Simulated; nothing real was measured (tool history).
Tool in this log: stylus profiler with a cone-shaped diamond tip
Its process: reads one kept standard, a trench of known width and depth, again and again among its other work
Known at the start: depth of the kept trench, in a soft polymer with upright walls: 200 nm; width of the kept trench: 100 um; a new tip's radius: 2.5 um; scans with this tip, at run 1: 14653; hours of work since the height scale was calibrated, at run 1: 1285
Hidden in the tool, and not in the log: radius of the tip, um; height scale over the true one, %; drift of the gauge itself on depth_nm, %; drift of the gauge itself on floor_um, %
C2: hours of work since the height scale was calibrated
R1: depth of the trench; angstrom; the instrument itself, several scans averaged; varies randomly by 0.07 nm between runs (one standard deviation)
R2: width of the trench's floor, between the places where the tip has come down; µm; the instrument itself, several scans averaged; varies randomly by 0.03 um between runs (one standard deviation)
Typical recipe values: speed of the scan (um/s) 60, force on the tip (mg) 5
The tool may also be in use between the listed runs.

{"run": 1, "hour": 0.0, "speed of the scan (um/s)": 60, "force on the tip (mg)": 5, "scans with this tip": 14653, "C2": 1285, "R1": 2028.3, "R2": 97.83}
{"run": 2, "hour": 82.3, "speed of the scan (um/s)": 60, "force on the tip (mg)": 5, "scans with this tip": 15339, "C2": 1345, "R1": 2029.1, "R2": 97.82}
{"run": 3, "hour": 164.7, "speed of the scan (um/s)": 60, "force on the tip (mg)": 5, "scans with this tip": 16027, "C2": 1406, "R1": 2029.4, "R2": 97.8}
{"hour": 198.1, "done": "new tip fitted, height scale calibrated"}
{"run": 4, "hour": 264.4, "speed of the scan (um/s)": 60, "force on the tip (mg)": 2.51, "scans with this tip": 554, "C2": 49, "R1": 2018.6, "R2": 97.69}
{"run": 5, "hour": 345.6, "speed of the scan (um/s)": 60, "force on the tip (mg)": 2.51, "scans with this tip": 1231, "C2": 108, "R1": 2018.3, "R2": 97.7}
{"run": 6, "hour": 408.4, "speed of the scan (um/s)": 60, "force on the tip (mg)": 14.97, "scans with this tip": 1755, "C2": 154, "R1": 2060, "R2": 97.9}
{"run": 7, "hour": 515.3, "speed of the scan (um/s)": 60, "force on the tip (mg)": 14.97, "scans with this tip": 2647, "C2": 232, "R1": 2059.8, "R2": 97.94}
{"run": 8, "hour": 601.5, "speed of the scan (um/s)": 175, "force on the tip (mg)": 5, "scans with this tip": 3366, "C2": 295, "R1": 2027.9, "R2": 97.37}
{"run": 9, "hour": 705.1, "speed of the scan (um/s)": 175, "force on the tip (mg)": 5, "scans with this tip": 4230, "C2": 371, "R1": 2028, "R2": 97.44}
{"run": 10, "hour": 823.0, "speed of the scan (um/s)": 105, "force on the tip (mg)": 5, "scans with this tip": 5214, "C2": 457, "R1": 2029.3, "R2": 97.63}
{"run": 11, "hour": 935.6, "speed of the scan (um/s)": 105, "force on the tip (mg)": 5, "scans with this tip": 6154, "C2": 540, "R1": 2028.5, "R2": 97.65}
{"run": 12, "hour": 1021.5, "speed of the scan (um/s)": 68, "force on the tip (mg)": 5, "scans with this tip": 6870, "C2": 603, "R1": 2027.9, "R2": 97.76}
{"run": 13, "hour": 1094.3, "speed of the scan (um/s)": 68, "force on the tip (mg)": 5, "scans with this tip": 7478, "C2": 656, "R1": 2029.7, "R2": 97.78}
{"run": 14, "hour": 1188.8, "speed of the scan (um/s)": 60, "force on the tip (mg)": 1.89, "scans with this tip": 8266, "C2": 725, "R1": 2015.5, "R2": 97.68}
{"run": 15, "hour": 1290.7, "speed of the scan (um/s)": 60, "force on the tip (mg)": 5.48, "scans with this tip": 9117, "C2": 800, "R1": 2030.7, "R2": 97.84}
{"run": 16, "hour": 1387.3, "speed of the scan (um/s)": 60, "force on the tip (mg)": 5.48, "scans with this tip": 9922, "C2": 870, "R1": 2030.4, "R2": 97.88}
{"run": 17, "hour": 1455.5, "speed of the scan (um/s)": 47, "force on the tip (mg)": 14.55, "scans with this tip": 10492, "C2": 920, "R1": 2058.4, "R2": 97.95}
{"run": 18, "hour": 1559.0, "speed of the scan (um/s)": 33, "force on the tip (mg)": 14.55, "scans with this tip": 11355, "C2": 996, "R1": 2057.8, "R2": 97.92}
{"run": 19, "hour": 1618.0, "speed of the scan (um/s)": 33, "force on the tip (mg)": 14.55, "scans with this tip": 11847, "C2": 1039, "R1": 2058, "R2": 97.95}
{"run": 20, "hour": 1698.7, "speed of the scan (um/s)": 33, "force on the tip (mg)": 14.55, "scans with this tip": 12521, "C2": 1098, "R1": 2059.4, "R2": 97.98}
{"run": 21, "hour": 1818.6, "speed of the scan (um/s)": 55, "force on the tip (mg)": 2.02, "scans with this tip": 13521, "C2": 1186, "R1": 2015.3, "R2": 97.7}
{"run": 22, "hour": 1928.9, "speed of the scan (um/s)": 45, "force on the tip (mg)": 4.57, "scans with this tip": 14441, "C2": 1267, "R1": 2027, "R2": 97.86}
{"run": 23, "hour": 1979.2, "speed of the scan (um/s)": 54, "force on the tip (mg)": 5.61, "scans with this tip": 14861, "C2": 1303, "R1": 2030.4, "R2": 97.82}
{"run": 24, "hour": 2047.0, "speed of the scan (um/s)": 54, "force on the tip (mg)": 5.61, "scans with this tip": 15427, "C2": 1353, "R1": 2031.2, "R2": 97.84}
{"run": 25, "hour": 2103.5, "speed of the scan (um/s)": 93, "force on the tip (mg)": 7.29, "scans with this tip": 15898, "C2": 1394, "R1": 2035.4, "R2": 97.78}
{"hour": 2155.5, "done": "new tip fitted, height scale calibrated"}
{"run": 26, "hour": 2201.9, "speed of the scan (um/s)": 93, "force on the tip (mg)": 7, "scans with this tip": 387, "C2": 34, "R1": 2035.6, "R2": 97.73}
{"run": 27, "hour": 2257.9, "speed of the scan (um/s)": 32, "force on the tip (mg)": 6.6, "scans with this tip": 854, "C2": 75, "R1": 2034.8, "R2": 97.98}
{"run": 28, "hour": 2330.5, "speed of the scan (um/s)": 32, "force on the tip (mg)": 6.6, "scans with this tip": 1461, "C2": 128, "R1": 2034.8, "R2": 97.95}
{"run": 29, "hour": 2447.7, "speed of the scan (um/s)": 113, "force on the tip (mg)": 3.11, "scans with this tip": 2438, "C2": 214, "R1": 2021.8, "R2": 97.51}
{"run": 30, "hour": 2563.3, "speed of the scan (um/s)": 113, "force on the tip (mg)": 3.11, "scans with this tip": 3403, "C2": 298, "R1": 2021.5, "R2": 97.52}
{"run": 31, "hour": 2631.4, "speed of the scan (um/s)": 113, "force on the tip (mg)": 3.11, "scans with this tip": 3971, "C2": 348, "R1": 2020.3, "R2": 97.5}

Below are 4 alternative next runs, each starting from the tool's condition after run 31. Predict each:
{"run": "A", "hour": 2720.6, "speed of the scan (um/s)": 112, "force on the tip (mg)": 1.99, "scans with this tip": 4715, "C2": 414, "R1": "?", "R2": "?"}
{"run": "B", "hour": 2720.6, "speed of the scan (um/s)": 17, "force on the tip (mg)": 1.68, "scans with this tip": 4715, "C2": 414, "R1": "?", "R2": "?"}
{"run": "C", "hour": 2720.6, "speed of the scan (um/s)": 199, "force on the tip (mg)": 3.42, "scans with this tip": 4715, "C2": 414, "R1": "?", "R2": "?"}
{"run": "D", "hour": 2720.6, "speed of the scan (um/s)": 32, "force on the tip (mg)": 11.64, "scans with this tip": 4715, "C2": 414, "R1": "?", "R2": "?"}

run=A R1=2014.8 R2=97.36
run=B R1=2014.3 R2=97.96
run=C R1=2021.4 R2=97.17
run=D R1=2049.5 R2=97.94
Stripped of hidden state, with their random variation kept, the same runs would have yielded:
run=A R1=2014.8 R2=97.37
run=B R1=2014.3 R2=97.97
run=C R1=2021.4 R2=97.17
run=D R1=2049.5 R2=97.95

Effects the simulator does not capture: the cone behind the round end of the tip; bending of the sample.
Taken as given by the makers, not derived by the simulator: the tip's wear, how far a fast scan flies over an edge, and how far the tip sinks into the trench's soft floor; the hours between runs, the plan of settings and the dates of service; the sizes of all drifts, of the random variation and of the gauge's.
